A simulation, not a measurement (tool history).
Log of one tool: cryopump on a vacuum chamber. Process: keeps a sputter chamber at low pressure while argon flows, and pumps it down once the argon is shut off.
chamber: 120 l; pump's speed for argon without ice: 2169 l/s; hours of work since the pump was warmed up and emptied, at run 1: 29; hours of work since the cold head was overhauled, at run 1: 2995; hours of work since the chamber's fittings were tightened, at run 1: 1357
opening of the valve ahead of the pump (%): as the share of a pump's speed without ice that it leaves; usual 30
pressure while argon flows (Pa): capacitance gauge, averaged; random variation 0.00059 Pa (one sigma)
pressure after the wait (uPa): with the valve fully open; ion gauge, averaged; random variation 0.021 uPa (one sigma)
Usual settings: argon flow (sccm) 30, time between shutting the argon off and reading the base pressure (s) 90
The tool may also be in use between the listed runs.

| run | hour | argon flow (sccm) | time between shutting the argon off and reading the base pressure (s) | opening of the valve ahead of the pump (%) | hours of work since the pump was warmed up and emptied | hours of work since the cold head was overhauled | hours of work since the chamber's fittings were tightened | pressure while argon flows (Pa) | pressure after the wait (uPa) |
|---|---|---|---|---|---|---|---|---|---|
| 1 | 0 | 30 | 90 | 30 | 29 | 2995 | 1357 | 0.0793 | 0.89 |
| 2 | 63.5 | 30 | 90 | 30 | 72 | 3038 | 1400 | 0.0797 | 0.93 |
| 3 | 150.5 | 30 | 90 | 30 | 130 | 3096 | 1458 | 0.0799 | 1.01 |
| 4 | 218.9 | 30 | 90 | 30 | 176 | 3141 | 1503 | 0.0802 | 1 |
| 5 | 328.2 | 30 | 90 | 24 | 249 | 3214 | 1576 | 0.1002 | 1.06 |
| 6 | 402.5 | 30 | 90 | 24 | 298 | 3264 | 1626 | 0.0994 | 1.04 |
| 7 | 510.6 | 30 | 90 | 30 | 370 | 3336 | 1698 | 0.0805 | 1.07 |
| 8 | 570 | 20 | 90 | 30 | 410 | 3376 | 1738 | 0.054 | 1.12 |
| 9 | 668 | 20 | 90 | 26 | 475 | 3441 | 1803 | 0.0623 | 1.14 |
| 10 | 753.6 | 30 | 106 | 30 | 533 | 3499 | 1860 | 0.0817 | 1.1 |
| 11 | 834.5 | 30 | 106 | 39 | 587 | 3552 | 1914 | 0.0631 | 1.19 |
| 12 | 899.8 | 30 | 90 | 30 | 630 | 3596 | 1958 | 0.0819 | 1.26 |
| 13 | 987.1 | 30 | 44 | 30 | 688 | 3654 | 2016 | 0.0824 | 1.67 |
| 14 | 1066.2 | 24 | 90 | 30 | 741 | 3707 | 2069 | 0.0661 | 1.29 |
| 15 | 1146.1 | 19 | 124 | 52 | 795 | 3761 | 2123 | 0.0321 | 1.24 |
| 16 | 1262.9 | 19 | 124 | 52 | 873 | 3839 | 2201 | 0.0319 | 1.29 |
| 17 | 1370.3 | 33 | 31 | 23 | 944 | 3910 | 2272 | 0.1196 | 2.06 |
|  | 1382.2 | pump warmed up, emptied and cooled again |
| 18 | 1467.8 | 30 | 258 | 17 | 57 | 3972 | 2334 | 0.1389 | 1.05 |
| 19 | 1517.2 | 12 | 216 | 55 | 90 | 4005 | 2367 | 0.0173 | 1.06 |
| 20 | 1628.6 | 31 | 40 | 39 | 165 | 4079 | 2441 | 0.0633 | 1.73 |
| 21 | 1709.6 | 31 | 40 | 39 | 219 | 4133 | 2495 | 0.0638 | 1.74 |
| 22 | 1766.1 | 30 | 90 | 44 | 256 | 4171 | 2533 | 0.0551 | 1.41 |
| 23 | 1819.2 | 28 | 90 | 44 | 292 | 4207 | 2569 | 0.0516 | 1.44 |
| 24 | 1938.9 | 28 | 90 | 44 | 372 | 4287 | 2649 | 0.0514 | 1.42 |
| 25 | 2040.4 | 30 | 144 | 30 | 440 | 4354 | 2716 | 0.0817 | 1.32 |
| 26 | 2157.4 | 30 | 90 | 33 | 518 | 4433 | 2795 | 0.0744 | 1.48 |
| 27 | 2211.7 | 30 | 90 | 33 | 554 | 4469 | 2831 | 0.0753 | 1.5 |

Forecast each of these 3 alternatives for the next run:
| A | 2320.6 | 52 | 68 | 25 | 627 | 4542 | 2904 | ? | ? |
| B | 2320.6 | 27 | 161 | 33 | 627 | 4542 | 2904 | ? | ? |
| C | 2320.6 | 31 | 90 | 33 | 627 | 4542 | 2904 | ? | ? |

| run | pressure while argon flows (Pa) | pressure after the wait (uPa) |
|---|---|---|
| A | 0.1693 | 1.67 |
| B | 0.0688 | 1.46 |
| C | 0.0774 | 1.63 |
Without the tool's hidden state the same runs would have given:
| run | pressure while argon flows (Pa) | pressure after the wait (uPa) |
|---|---|---|
| A | 0.1619 | 0.58 |
| B | 0.0649 | 0.36 |
| C | 0.0729 | 0.52 |
